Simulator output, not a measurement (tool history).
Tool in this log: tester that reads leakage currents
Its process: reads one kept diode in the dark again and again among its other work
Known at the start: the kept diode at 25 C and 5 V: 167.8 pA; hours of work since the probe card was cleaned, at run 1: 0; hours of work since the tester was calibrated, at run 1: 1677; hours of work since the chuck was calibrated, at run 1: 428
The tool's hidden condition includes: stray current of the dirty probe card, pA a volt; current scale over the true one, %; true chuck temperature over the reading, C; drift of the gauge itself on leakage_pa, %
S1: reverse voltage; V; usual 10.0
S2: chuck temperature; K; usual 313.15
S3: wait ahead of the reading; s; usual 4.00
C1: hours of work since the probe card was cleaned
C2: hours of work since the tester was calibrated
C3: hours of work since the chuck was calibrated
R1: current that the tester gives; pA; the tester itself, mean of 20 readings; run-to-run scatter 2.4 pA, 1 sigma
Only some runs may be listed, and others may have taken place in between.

run 1 hour=0.0 | S1=10.0 S2=313.15 S3=4.00 | C1=0 C2=1677 C3=428 | R1=898.09
run 2 hour=150.6 | S1=10.0 S2=313.15 S3=4.00 | C1=110 C2=1787 C3=537 | R1=924.91
-- hour=242.5 chuck's temperature calibrated
run 3 hour=322.0 | S1=10.0 S2=306.15 S3=4.00 | C1=233 C2=1910 C3=58 | R1=462.33
run 4 hour=474.1 | S1=1.4 S2=313.15 S3=4.00 | C1=343 C2=2021 C3=168 | R1=308.97
run 5 hour=613.0 | S1=1.4 S2=313.15 S3=4.00 | C1=445 C2=2122 C3=270 | R1=321.11
run 6 hour=717.2 | S1=10.0 S2=313.15 S3=8.49 | C1=520 C2=2197 C3=345 | R1=865.21
run 7 hour=826.7 | S1=10.0 S2=313.15 S3=4.00 | C1=600 C2=2277 C3=425 | R1=894.74
run 8 hour=938.8 | S1=10.0 S2=313.15 S3=4.00 | C1=682 C2=2359 C3=507 | R1=906.42
-- hour=1067.6 chuck's temperature calibrated
run 9 hour=1151.8 | S1=10.0 S2=313.15 S3=4.00 | C1=835 C2=2512 C3=61 | R1=791.43
run 10 hour=1350.6 | S1=10.0 S2=313.15 S3=4.00 | C1=980 C2=2657 C3=206 | R1=829.83
run 11 hour=1516.6 | S1=10.0 S2=313.15 S3=4.00 | C1=1101 C2=2778 C3=327 | R1=856.36
run 12 hour=1651.6 | S1=10.0 S2=313.15 S3=4.00 | C1=1199 C2=2876 C3=425 | R1=886.19
run 13 hour=1795.9 | S1=10.0 S2=313.15 S3=4.00 | C1=1304 C2=2981 C3=530 | R1=912.68
-- hour=1899.8 chuck's temperature calibrated
run 14 hour=1970.3 | S1=10.0 S2=313.15 S3=1.76 | C1=1429 C2=3106 C3=51 | R1=807.77
run 15 hour=2175.6 | S1=10.0 S2=313.15 S3=1.76 | C1=1579 C2=3256 C3=201 | R1=839.38
run 16 hour=2372.5 | S1=10.0 S2=313.15 S3=4.00 | C1=1722 C2=3399 C3=344 | R1=876.79
run 17 hour=2480.3 | S1=10.0 S2=313.15 S3=4.00 | C1=1800 C2=3477 C3=422 | R1=897.04
run 18 hour=2589.6 | S1=10.0 S2=313.15 S3=4.00 | C1=1880 C2=3557 C3=502 | R1=921.36
run 19 hour=2709.1 | S1=10.0 S2=313.15 S3=4.00 | C1=1967 C2=3644 C3=589 | R1=945.82
-- hour=2726.2 chuck's temperature calibrated
run 20 hour=2832.2 | S1=10.0 S2=313.15 S3=4.00 | C1=2055 C2=3732 C3=77 | R1=807.64
run 21 hour=2982.6 | S1=10.0 S2=313.15 S3=4.00 | C1=2164 C2=3841 C3=187 | R1=836.62
run 22 hour=3125.9 | S1=18.4 S2=313.15 S3=0.52 | C1=2269 C2=3946 C3=291 | R1=1183.80
run 23 hour=3293.8 | S1=18.4 S2=313.15 S3=0.52 | C1=2391 C2=4068 C3=413 | R1=1227.28
run 24 hour=3428.4 | S1=13.1 S2=302.15 S3=6.89 | C1=2489 C2=4166 C3=511 | R1=460.37
-- hour=3566.9 chuck's temperature calibrated
run 25 hour=3569.9 | S1=2.5 S2=301.15 S3=5.06 | C1=2590 C2=4267 C3=2 | R1=156.18
run 26 hour=3741.9 | S1=2.5 S2=301.15 S3=5.06 | C1=2715 C2=4392 C3=127 | R1=161.33
-- hour=3881.0 tester calibrated
run 27 hour=3945.9 | S1=2.7 S2=301.15 S3=0.49 | C1=2862 C2=47 C3=274 | R1=175.62
run 28 hour=4035.3 | S1=10.6 S2=297.15 S3=1.05 | C1=2927 C2=112 C3=339 | R1=265.99
-- hour=4167.6 probe card cleaned and baked
run 29 hour=4237.9 | S1=10.0 S2=314.15 S3=2.69 | C1=51 C2=258 C3=485 | R1=966.13
-- hour=4396.7 chuck's temperature calibrated
run 30 hour=4446.0 | S1=9.5 S2=295.15 S3=6.15 | C1=201 C2=407 C3=36 | R1=184.76
run 31 hour=4599.4 | S1=13.3 S2=310.15 S3=3.52 | C1=313 C2=519 C3=147 | R1=762.60
run 32 hour=4695.7 | S1=13.3 S2=310.15 S3=3.52 | C1=383 C2=589 C3=218 | R1=779.25
run 33 hour=4820.9 | S1=13.3 S2=302.15 S3=3.52 | C1=474 C2=680 C3=309 | R1=431.04
run 34 hour=4998.5 | S1=6.5 S2=319.15 S3=4.00 | C1=603 C2=809 C3=438 | R1=1156.43
run 35 hour=5110.9 | S1=6.5 S2=319.15 S3=4.00 | C1=685 C2=891 C3=520 | R1=1178.73
-- hour=5228.5 chuck's temperature calibrated
run 36 hour=5293.7 | S1=10.0 S2=313.15 S3=0.46 | C1=816 C2=1023 C3=47 | R1=791.64

Across each entry between runs, compare the hidden state at the last listed run before it with the hidden state at the first listed run after it:
From run 2 to run 3: chuck's temperature calibrated (hour 242.5)
  stray current of the dirty probe card, pA a volt: 0.088 -> 0.149; current scale over the true one, %: -0.25 -> -0.27; true chuck temperature over the reading, C: 2.25 -> 0.16
  measured value less the no-hidden-state value, R1: +142.92 -> +5.77 pA
From run 8 to run 9: chuck's temperature calibrated (hour 1067.6)
  stray current of the dirty probe card, pA a volt: 0.389 -> 0.475; current scale over the true one, %: -0.33 -> -0.35; true chuck temperature over the reading, C: 1.94 -> 0.14
  measured value less the no-hidden-state value, R1: +124.37 -> +10.07 pA
From run 13 to run 14: chuck's temperature calibrated (hour 1899.8)
  stray current of the dirty probe card, pA a volt: 0.712 -> 0.774; current scale over the true one, %: -0.42 -> -0.43; true chuck temperature over the reading, C: 1.92 -> 0.26
  measured value less the no-hidden-state value, R1: +126.12 -> +19.96 pA
From run 19 to run 20: chuck's temperature calibrated (hour 2726.2)
  stray current of the dirty probe card, pA a volt: 1.047 -> 1.093; current scale over the true one, %: -0.51 -> -0.52; true chuck temperature over the reading, C: 2.39 -> 0.29
  measured value less the no-hidden-state value, R1: +160.91 -> +23.73 pA
From run 24 to run 25: chuck's temperature calibrated (hour 3566.9)
  stray current of the dirty probe card, pA a volt: 1.308 -> 1.361; current scale over the true one, %: -0.58 -> -0.6; true chuck temperature over the reading, C: 2.05 -> 0.02
  measured value less the no-hidden-state value, R1: +82.62 -> +2.66 pA
From run 26 to run 27: tester calibrated (hour 3881.0)
  stray current of the dirty probe card, pA a volt: 1.427 -> 1.502; current scale over the true one, %: -0.61 -> -0.17; true chuck temperature over the reading, C: 0.43 -> 1
  measured value less the no-hidden-state value, R1: +8.09 -> +17.11 pA
From run 28 to run 29: probe card cleaned and baked (hour 4167.6)
  stray current of the dirty probe card, pA a volt: 1.538 -> 0.058; current scale over the true one, %: -0.18 -> -0.2; true chuck temperature over the reading, C: 1.21 -> 1.81
  measured value less the no-hidden-state value, R1: +39.79 -> +121.58 pA
From run 29 to run 30: chuck's temperature calibrated (hour 4396.7)
  stray current of the dirty probe card, pA a volt: 0.058 -> 0.137; current scale over the true one, %: -0.2 -> -0.22; true chuck temperature over the reading, C: 1.81 -> 0.31
  measured value less the no-hidden-state value, R1: +121.58 -> +5.49 pA
From run 35 to run 36: chuck's temperature calibrated (hour 5228.5)
  stray current of the dirty probe card, pA a volt: 0.392 -> 0.456; current scale over the true one, %: -0.29 -> -0.31; true chuck temperature over the reading, C: 2.3 -> 0.02
  measured value less the no-hidden-state value, R1: +180.50 -> +3.09 pA

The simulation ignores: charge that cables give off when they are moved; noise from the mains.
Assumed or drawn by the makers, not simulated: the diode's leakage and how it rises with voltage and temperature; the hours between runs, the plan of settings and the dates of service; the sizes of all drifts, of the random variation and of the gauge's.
